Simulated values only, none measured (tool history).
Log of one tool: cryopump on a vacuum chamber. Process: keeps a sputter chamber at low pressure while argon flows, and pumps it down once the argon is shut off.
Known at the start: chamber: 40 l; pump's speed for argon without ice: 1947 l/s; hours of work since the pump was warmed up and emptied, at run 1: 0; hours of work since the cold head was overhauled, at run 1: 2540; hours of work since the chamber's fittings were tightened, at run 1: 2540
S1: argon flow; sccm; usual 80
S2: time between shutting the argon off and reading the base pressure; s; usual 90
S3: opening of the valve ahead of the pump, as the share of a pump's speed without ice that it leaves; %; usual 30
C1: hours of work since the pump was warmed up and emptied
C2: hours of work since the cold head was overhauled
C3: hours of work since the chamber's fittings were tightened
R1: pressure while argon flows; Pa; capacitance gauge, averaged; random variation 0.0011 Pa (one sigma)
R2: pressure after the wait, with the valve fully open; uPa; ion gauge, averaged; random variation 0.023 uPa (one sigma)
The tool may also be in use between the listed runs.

{"run": 1, "hour": 0.0, "S1": 80, "S2": 90, "S3": 30, "C1": 0, "C2": 2540, "C3": 2540, "R1": 0.2332, "R2": 2.36}
{"run": 2, "hour": 58.4, "S1": 44, "S2": 90, "S3": 30, "C1": 34, "C2": 2574, "C3": 2574, "R1": 0.1275, "R2": 2.36}
{"run": 3, "hour": 152.5, "S1": 80, "S2": 90, "S3": 50, "C1": 88, "C2": 2628, "C3": 2628, "R1": 0.1418, "R2": 2.35}
{"run": 4, "hour": 253.3, "S1": 80, "S2": 90, "S3": 30, "C1": 146, "C2": 2686, "C3": 2686, "R1": 0.2331, "R2": 2.43}
{"run": 5, "hour": 342.1, "S1": 80, "S2": 90, "S3": 30, "C1": 197, "C2": 2737, "C3": 2737, "R1": 0.236, "R2": 2.61}
{"run": 6, "hour": 450.0, "S1": 80, "S2": 90, "S3": 30, "C1": 259, "C2": 2799, "C3": 2799, "R1": 0.238, "R2": 2.57}
{"run": 7, "hour": 539.5, "S1": 80, "S2": 90, "S3": 19, "C1": 310, "C2": 2850, "C3": 2850, "R1": 0.3748, "R2": 2.62}
{"run": 8, "hour": 598.1, "S1": 80, "S2": 61, "S3": 30, "C1": 344, "C2": 2884, "C3": 2884, "R1": 0.2395, "R2": 3.02}
{"run": 9, "hour": 699.0, "S1": 80, "S2": 61, "S3": 30, "C1": 402, "C2": 2942, "C3": 2942, "R1": 0.2394, "R2": 3.08}
{"run": 10, "hour": 766.3, "S1": 47, "S2": 90, "S3": 30, "C1": 441, "C2": 2981, "C3": 2981, "R1": 0.1418, "R2": 2.77}
{"run": 11, "hour": 830.3, "S1": 47, "S2": 90, "S3": 30, "C1": 478, "C2": 3018, "C3": 3018, "R1": 0.1412, "R2": 2.78}
{"run": 12, "hour": 926.8, "S1": 47, "S2": 90, "S3": 30, "C1": 533, "C2": 3073, "C3": 3073, "R1": 0.1425, "R2": 2.93}
{"run": 13, "hour": 1006.8, "S1": 80, "S2": 90, "S3": 30, "C1": 579, "C2": 3119, "C3": 3119, "R1": 0.2429, "R2": 2.98}
{"hour": 1059.3, "done": "pump warmed up, emptied and cooled again"}
{"run": 14, "hour": 1141.8, "S1": 80, "S2": 90, "S3": 30, "C1": 47, "C2": 3194, "C3": 3194, "R1": 0.2342, "R2": 2.71}
{"run": 15, "hour": 1225.7, "S1": 80, "S2": 90, "S3": 30, "C1": 96, "C2": 3242, "C3": 3242, "R1": 0.2334, "R2": 2.91}
{"run": 16, "hour": 1350.8, "S1": 80, "S2": 90, "S3": 30, "C1": 168, "C2": 3314, "C3": 3314, "R1": 0.2348, "R2": 2.79}
{"run": 17, "hour": 1412.2, "S1": 80, "S2": 90, "S3": 30, "C1": 203, "C2": 3350, "C3": 3350, "R1": 0.2376, "R2": 2.91}
{"run": 18, "hour": 1503.7, "S1": 80, "S2": 296, "S3": 28, "C1": 256, "C2": 3402, "C3": 3402, "R1": 0.2526, "R2": 2.52}
{"run": 19, "hour": 1589.8, "S1": 113, "S2": 90, "S3": 19, "C1": 305, "C2": 3452, "C3": 3452, "R1": 0.5286, "R2": 3.08}
{"hour": 1663.5, "done": "leaking fittings of the chamber tightened, without venting"}
{"run": 20, "hour": 1689.0, "S1": 38, "S2": 90, "S3": 20, "C1": 361, "C2": 3508, "C3": 15, "R1": 0.1699, "R2": 0.77}
{"run": 21, "hour": 1818.9, "S1": 79, "S2": 151, "S3": 24, "C1": 436, "C2": 3583, "C3": 89, "R1": 0.2951, "R2": 0.59}
{"run": 22, "hour": 1883.8, "S1": 94, "S2": 81, "S3": 29, "C1": 473, "C2": 3620, "C3": 127, "R1": 0.2926, "R2": 0.95}
{"run": 23, "hour": 1974.3, "S1": 94, "S2": 81, "S3": 29, "C1": 525, "C2": 3672, "C3": 179, "R1": 0.2943, "R2": 0.9}
{"run": 24, "hour": 2077.6, "S1": 129, "S2": 54, "S3": 30, "C1": 585, "C2": 3731, "C3": 238, "R1": 0.394, "R2": 1.27}
{"hour": 2112.4, "done": "pump warmed up, emptied and cooled again"}
{"run": 25, "hour": 2187.1, "S1": 80, "S2": 90, "S3": 27, "C1": 43, "C2": 3792, "C3": 298, "R1": 0.2601, "R2": 0.87}
{"run": 26, "hour": 2286.3, "S1": 80, "S2": 90, "S3": 27, "C1": 100, "C2": 3849, "C3": 355, "R1": 0.2608, "R2": 0.98}
{"run": 27, "hour": 2359.0, "S1": 33, "S2": 111, "S3": 45, "C1": 142, "C2": 3890, "C3": 397, "R1": 0.0652, "R2": 0.93}
{"run": 28, "hour": 2447.0, "S1": 40, "S2": 65, "S3": 33, "C1": 193, "C2": 3941, "C3": 448, "R1": 0.1073, "R2": 1.26}
{"run": 29, "hour": 2554.9, "S1": 40, "S2": 33, "S3": 43, "C1": 255, "C2": 4003, "C3": 510, "R1": 0.0843, "R2": 2.09}
{"run": 30, "hour": 2617.9, "S1": 40, "S2": 33, "S3": 43, "C1": 291, "C2": 4039, "C3": 546, "R1": 0.0836, "R2": 2.09}
{"run": 31, "hour": 2689.4, "S1": 40, "S2": 33, "S3": 43, "C1": 332, "C2": 4081, "C3": 587, "R1": 0.0843, "R2": 2.18}
{"run": 32, "hour": 2758.9, "S1": 40, "S2": 33, "S3": 43, "C1": 372, "C2": 4121, "C3": 627, "R1": 0.0838, "R2": 2.15}
{"run": 33, "hour": 2883.6, "S1": 67, "S2": 180, "S3": 53, "C1": 444, "C2": 4192, "C3": 699, "R1": 0.1182, "R2": 0.9}
{"run": 34, "hour": 2946.3, "S1": 85, "S2": 25, "S3": 30, "C1": 480, "C2": 4228, "C3": 735, "R1": 0.2568, "R2": 2.75}

4 ways to go on from here, each from the tool as it stands after run 34. What would each give?
{"run": "A", "hour": 3066.5, "S1": 35, "S2": 25, "S3": 38, "C1": 549, "C2": 4298, "C3": 804, "R1": "?", "R2": "?"}
{"run": "B", "hour": 3066.5, "S1": 59, "S2": 36, "S3": 30, "C1": 549, "C2": 4298, "C3": 804, "R1": "?", "R2": "?"}
{"run": "C", "hour": 3066.5, "S1": 85, "S2": 74, "S3": 30, "C1": 549, "C2": 4298, "C3": 804, "R1": "?", "R2": "?"}
{"run": "D", "hour": 3066.5, "S1": 63, "S2": 248, "S3": 29, "C1": 549, "C2": 4298, "C3": 804, "R1": "?", "R2": "?"}

run=A R1=0.0866 R2=2.83
run=B R1=0.1797 R2=2.27
run=C R1=0.2588 R2=1.45
run=D R1=0.1985 R2=0.97
Without the tool's hidden state the same runs would have given:
run=A R1=0.0812 R2=2.25
run=B R1=0.1706 R2=1.66
run=C R1=0.2456 R2=0.86
run=D R1=0.1888 R2=0.38
